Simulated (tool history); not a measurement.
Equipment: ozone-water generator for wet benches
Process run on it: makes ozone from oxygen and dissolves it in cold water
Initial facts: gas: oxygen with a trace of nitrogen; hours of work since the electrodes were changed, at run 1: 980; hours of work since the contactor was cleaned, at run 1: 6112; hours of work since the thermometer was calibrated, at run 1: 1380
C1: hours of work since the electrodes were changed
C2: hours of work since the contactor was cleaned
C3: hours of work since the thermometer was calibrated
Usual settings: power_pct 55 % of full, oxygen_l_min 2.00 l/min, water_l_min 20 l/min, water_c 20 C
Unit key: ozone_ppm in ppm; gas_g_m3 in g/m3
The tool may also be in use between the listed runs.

{"run": 1, "hour": 0.0, "power_pct": 55, "oxygen_l_min": 2.0, "water_l_min": 20, "water_c": 20, "C1": 980, "C2": 6112, "C3": 1380, "ozone_ppm": 12.0, "gas_g_m3": 219.3}
{"run": 2, "hour": 149.6, "power_pct": 55, "oxygen_l_min": 2.0, "water_l_min": 20, "water_c": 20, "C1": 1122, "C2": 6255, "C3": 1522, "ozone_ppm": 11.9, "gas_g_m3": 219.3}
{"run": 3, "hour": 233.5, "power_pct": 55, "oxygen_l_min": 2.0, "water_l_min": 20, "water_c": 20, "C1": 1202, "C2": 6335, "C3": 1602, "ozone_ppm": 12.1, "gas_g_m3": 217.1}
{"run": 4, "hour": 342.4, "power_pct": 55, "oxygen_l_min": 2.0, "water_l_min": 20, "water_c": 20, "C1": 1306, "C2": 6438, "C3": 1706, "ozone_ppm": 11.9, "gas_g_m3": 218.8}
{"run": 5, "hour": 427.7, "power_pct": 55, "oxygen_l_min": 2.0, "water_l_min": 20, "water_c": 20, "C1": 1387, "C2": 6520, "C3": 1787, "ozone_ppm": 12.1, "gas_g_m3": 219.0}
{"run": 6, "hour": 538.4, "power_pct": 55, "oxygen_l_min": 2.0, "water_l_min": 20, "water_c": 20, "C1": 1493, "C2": 6625, "C3": 1893, "ozone_ppm": 11.7, "gas_g_m3": 222.0}
{"run": 7, "hour": 705.8, "power_pct": 55, "oxygen_l_min": 2.0, "water_l_min": 20, "water_c": 20, "C1": 1652, "C2": 6784, "C3": 2052, "ozone_ppm": 11.9, "gas_g_m3": 218.7}
{"run": 8, "hour": 799.4, "power_pct": 55, "oxygen_l_min": 2.0, "water_l_min": 20, "water_c": 20, "C1": 1741, "C2": 6874, "C3": 2142, "ozone_ppm": 12.1, "gas_g_m3": 219.7}
{"run": 9, "hour": 942.7, "power_pct": 55, "oxygen_l_min": 2.0, "water_l_min": 20, "water_c": 20, "C1": 1878, "C2": 7010, "C3": 2278, "ozone_ppm": 12.0, "gas_g_m3": 220.0}
{"run": 10, "hour": 1066.6, "power_pct": 55, "oxygen_l_min": 2.0, "water_l_min": 20, "water_c": 20, "C1": 1996, "C2": 7128, "C3": 2396, "ozone_ppm": 11.9, "gas_g_m3": 219.2}
{"hour": 1196.7, "done": "contactor cleaned"}
{"run": 11, "hour": 1243.5, "power_pct": 55, "oxygen_l_min": 2.0, "water_l_min": 20, "water_c": 20, "C1": 2161, "C2": 45, "C3": 2561, "ozone_ppm": 11.8, "gas_g_m3": 217.0}
{"run": 12, "hour": 1376.6, "power_pct": 55, "oxygen_l_min": 2.0, "water_l_min": 20, "water_c": 20, "C1": 2287, "C2": 171, "C3": 2688, "ozone_ppm": 12.2, "gas_g_m3": 217.0}
{"run": 13, "hour": 1476.1, "power_pct": 55, "oxygen_l_min": 2.0, "water_l_min": 20, "water_c": 20, "C1": 2382, "C2": 266, "C3": 2782, "ozone_ppm": 11.8, "gas_g_m3": 218.7}
{"run": 14, "hour": 1641.9, "power_pct": 55, "oxygen_l_min": 2.0, "water_l_min": 20, "water_c": 20, "C1": 2540, "C2": 424, "C3": 2940, "ozone_ppm": 12.0, "gas_g_m3": 218.2}
{"run": 15, "hour": 1771.1, "power_pct": 55, "oxygen_l_min": 2.0, "water_l_min": 20, "water_c": 20, "C1": 2663, "C2": 547, "C3": 3063, "ozone_ppm": 12.0, "gas_g_m3": 218.1}
{"run": 16, "hour": 1863.6, "power_pct": 55, "oxygen_l_min": 2.0, "water_l_min": 20, "water_c": 20, "C1": 2751, "C2": 635, "C3": 3151, "ozone_ppm": 12.1, "gas_g_m3": 219.3}
{"run": 17, "hour": 1967.1, "power_pct": 55, "oxygen_l_min": 2.0, "water_l_min": 20, "water_c": 20, "C1": 2850, "C2": 734, "C3": 3250, "ozone_ppm": 12.0, "gas_g_m3": 219.9}
{"run": 18, "hour": 2129.2, "power_pct": 55, "oxygen_l_min": 2.0, "water_l_min": 20, "water_c": 20, "C1": 3004, "C2": 888, "C3": 3405, "ozone_ppm": 11.9, "gas_g_m3": 215.5}
{"run": 19, "hour": 2263.4, "power_pct": 55, "oxygen_l_min": 2.0, "water_l_min": 20, "water_c": 20, "C1": 3132, "C2": 1016, "C3": 3532, "ozone_ppm": 12.0, "gas_g_m3": 214.6}
{"run": 20, "hour": 2381.5, "power_pct": 55, "oxygen_l_min": 2.0, "water_l_min": 20, "water_c": 20, "C1": 3245, "C2": 1129, "C3": 3645, "ozone_ppm": 12.0, "gas_g_m3": 218.4}
{"run": 21, "hour": 2472.6, "power_pct": 44, "oxygen_l_min": 2.32, "water_l_min": 20, "water_c": 23, "C1": 3331, "C2": 1216, "C3": 3732, "ozone_ppm": 10.2, "gas_g_m3": 167.5}
{"run": 22, "hour": 2628.5, "power_pct": 44, "oxygen_l_min": 2.32, "water_l_min": 20, "water_c": 23, "C1": 3480, "C2": 1364, "C3": 3880, "ozone_ppm": 10.2, "gas_g_m3": 169.1}
{"run": 23, "hour": 2729.6, "power_pct": 99, "oxygen_l_min": 2.79, "water_l_min": 20, "water_c": 20, "C1": 3576, "C2": 1460, "C3": 3977, "ozone_ppm": 21.0, "gas_g_m3": 299.3}
{"hour": 2738.5, "done": "water thermometer calibrated"}
{"run": 24, "hour": 2846.7, "power_pct": 62, "oxygen_l_min": 1.19, "water_l_min": 20, "water_c": 27, "C1": 3687, "C2": 1571, "C3": 103, "ozone_ppm": 10.7, "gas_g_m3": 303.6}
{"run": 25, "hour": 3010.2, "power_pct": 78, "oxygen_l_min": 2.0, "water_l_min": 29, "water_c": 25, "C1": 3843, "C2": 1727, "C3": 259, "ozone_ppm": 10.9, "gas_g_m3": 287.7}
{"run": 26, "hour": 3146.1, "power_pct": 78, "oxygen_l_min": 2.0, "water_l_min": 19, "water_c": 25, "C1": 3973, "C2": 1857, "C3": 388, "ozone_ppm": 15.8, "gas_g_m3": 284.4}
{"run": 27, "hour": 3237.9, "power_pct": 78, "oxygen_l_min": 2.0, "water_l_min": 19, "water_c": 25, "C1": 4060, "C2": 1944, "C3": 476, "ozone_ppm": 15.8, "gas_g_m3": 286.3}
{"run": 28, "hour": 3346.5, "power_pct": 78, "oxygen_l_min": 2.0, "water_l_min": 19, "water_c": 25, "C1": 4163, "C2": 2048, "C3": 579, "ozone_ppm": 16.1, "gas_g_m3": 284.9}
{"run": 29, "hour": 3448.9, "power_pct": 58, "oxygen_l_min": 2.22, "water_l_min": 20, "water_c": 19, "C1": 4261, "C2": 2145, "C3": 677, "ozone_ppm": 12.8, "gas_g_m3": 214.2}
{"run": 30, "hour": 3578.3, "power_pct": 58, "oxygen_l_min": 2.22, "water_l_min": 20, "water_c": 19, "C1": 4384, "C2": 2268, "C3": 800, "ozone_ppm": 13.0, "gas_g_m3": 211.7}
{"run": 31, "hour": 3672.3, "power_pct": 58, "oxygen_l_min": 1.45, "water_l_min": 20, "water_c": 12, "C1": 4474, "C2": 2358, "C3": 890, "ozone_ppm": 11.8, "gas_g_m3": 260.6}
{"run": 32, "hour": 3844.5, "power_pct": 58, "oxygen_l_min": 1.45, "water_l_min": 20, "water_c": 12, "C1": 4638, "C2": 2522, "C3": 1054, "ozone_ppm": 11.7, "gas_g_m3": 258.7}

4 ways to go on from here, each from the tool as it stands after run 32. What would each give?
{"run": "A", "hour": 4013.9, "power_pct": 55, "oxygen_l_min": 1.1, "water_l_min": 29, "water_c": 17, "C1": 4799, "C2": 2683, "C3": 1215, "ozone_ppm": "?", "gas_g_m3": "?"}
{"run": "B", "hour": 4013.9, "power_pct": 58, "oxygen_l_min": 2.45, "water_l_min": 20, "water_c": 16, "C1": 4799, "C2": 2683, "C3": 1215, "ozone_ppm": "?", "gas_g_m3": "?"}
{"run": "C", "hour": 4013.9, "power_pct": 55, "oxygen_l_min": 2.0, "water_l_min": 16, "water_c": 15, "C1": 4799, "C2": 2683, "C3": 1215, "ozone_ppm": "?", "gas_g_m3": "?"}
{"run": "D", "hour": 4013.9, "power_pct": 43, "oxygen_l_min": 1.45, "water_l_min": 20, "water_c": 12, "C1": 4799, "C2": 2683, "C3": 1215, "ozone_ppm": "?", "gas_g_m3": "?"}

run=A ozone_ppm=6.9 gas_g_m3=278.2
run=B ozone_ppm=13.3 gas_g_m3=203.0
run=C ozone_ppm=15.2 gas_g_m3=214.6
run=D ozone_ppm=9.5 gas_g_m3=205.4
The same runs, with their run-to-run variation unchanged, on a tool lacking any hidden condition would have given:
run=A ozone_ppm=6.9 gas_g_m3=285.4
run=B ozone_ppm=13.3 gas_g_m3=208.3
run=C ozone_ppm=15.2 gas_g_m3=220.1
run=D ozone_ppm=9.5 gas_g_m3=210.7
